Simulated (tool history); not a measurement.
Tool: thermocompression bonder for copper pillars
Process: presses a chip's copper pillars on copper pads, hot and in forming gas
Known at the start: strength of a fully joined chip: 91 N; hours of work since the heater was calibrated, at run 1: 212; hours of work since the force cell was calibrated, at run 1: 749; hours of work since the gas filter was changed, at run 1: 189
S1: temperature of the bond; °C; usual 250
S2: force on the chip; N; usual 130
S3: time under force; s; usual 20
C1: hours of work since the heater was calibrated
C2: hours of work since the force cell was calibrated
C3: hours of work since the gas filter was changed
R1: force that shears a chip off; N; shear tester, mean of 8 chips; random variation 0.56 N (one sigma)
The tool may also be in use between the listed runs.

Run 1, hour 0: usual settings; C1 212; C2 749; C3 189. Result: R1 46.6 N.
Run 2, hour 7.6: usual settings but S1 255 °C; C1 217; C2 755; C3 194. Result: R1 50.2 N.
Run 3, hour 16.2: usual settings but S1 255 °C; C1 223; C2 761; C3 200. Result: R1 49.5 N.
Run 4, hour 23.9: usual settings but S1 255 °C; C1 228; C2 766; C3 206. Result: R1 50.9 N.
Run 5, hour 34: usual settings but S1 255 °C; C1 236; C2 773; C3 213. Result: R1 49.8 N.
Run 6, hour 41.1: usual settings but S1 255 °C; C1 240; C2 778; C3 218. Result: R1 49.9 N.
Run 7, hour 47.9: usual settings but S1 255 °C; C1 245; C2 783; C3 223. Result: R1 50.1 N.
Run 8, hour 53.6: usual settings; C1 249; C2 787; C3 227. Result: R1 46.6 N.
Run 9, hour 62.6: usual settings; C1 256; C2 793; C3 233. Result: R1 45.8 N.
Run 10, hour 69.2: usual settings but S2 165 N; C1 260; C2 798; C3 238. Result: R1 54.2 N.
Run 11, hour 74.4: usual settings; C1 264; C2 801; C3 241. Result: R1 46.2 N.
Run 12, hour 84.4: usual settings; C1 271; C2 808; C3 248. Result: R1 46.7 N.
Run 13, hour 92.9: usual settings; C1 277; C2 814; C3 254. Result: R1 47.9 N.
Run 14, hour 99.8: usual settings but S2 127 N; C1 282; C2 819; C3 259. Result: R1 45.7 N.
Run 15, hour 106: usual settings but S2 166 N; C1 286; C2 823; C3 263. Result: R1 53.8 N.
Run 16, hour 116.3: usual settings but S2 158 N; C1 293; C2 831; C3 270. Result: R1 52.3 N.
Run 17, hour 123.8: usual settings but S2 158 N; C1 298; C2 836; C3 276. Result: R1 52.7 N.
Run 18, hour 132.6: usual settings but S1 245 °C, S3 55 s; C1 305; C2 842; C3 282. Result: R1 59 N.
Run 19, hour 142.3: usual settings but S1 248 °C, S2 93 N; C1 311; C2 849; C3 289. Result: R1 35.5 N.
Run 20, hour 149.4: usual settings but S1 254 °C, S2 151 N, S3 19 s; C1 316; C2 854; C3 294. Result: R1 53.6 N.
Run 21, hour 155.5: usual settings but S1 254 °C, S3 17 s; C1 321; C2 858; C3 298. Result: R1 46.5 N.
Run 22, hour 164.6: usual settings but S1 254 °C, S3 17 s; C1 327; C2 864; C3 304. Result: R1 46.8 N.
Run 23, hour 174.1: usual settings but S1 254 °C, S3 17 s; C1 334; C2 871; C3 311. Result: R1 46.8 N.
Run 24, hour 181.1: usual settings but S1 235 °C, S3 16 s; C1 339; C2 876; C3 316. Result: R1 32.9 N.
At hour 182.7: forming gas filter changed.
Run 25, hour 192: usual settings but S1 272 °C; C1 346; C2 883; C3 7. Result: R1 61 N.
Run 26, hour 202.6: usual settings but S1 253 °C, S2 98 N; C1 353; C2 891; C3 14. Result: R1 39.3 N.
Run 27, hour 209.1: usual settings but S1 253 °C, S2 98 N; C1 358; C2 895; C3 18. Result: R1 40.1 N.
Run 28, hour 217.8: usual settings but S1 234 °C, S2 86 N; C1 364; C2 901; C3 25. Result: R1 26.2 N.

Run 29 comes next. What will it give?
Run 29, hour 222.9: usual settings but S1 271 °C, S2 83 N, S3 34 s; C1 367; C2 905; C3 28. Result: R1 ?.

{"run 29": {"R1": 55.6}}
Without the tool's hidden state the same run would have given R1 55.4 N.

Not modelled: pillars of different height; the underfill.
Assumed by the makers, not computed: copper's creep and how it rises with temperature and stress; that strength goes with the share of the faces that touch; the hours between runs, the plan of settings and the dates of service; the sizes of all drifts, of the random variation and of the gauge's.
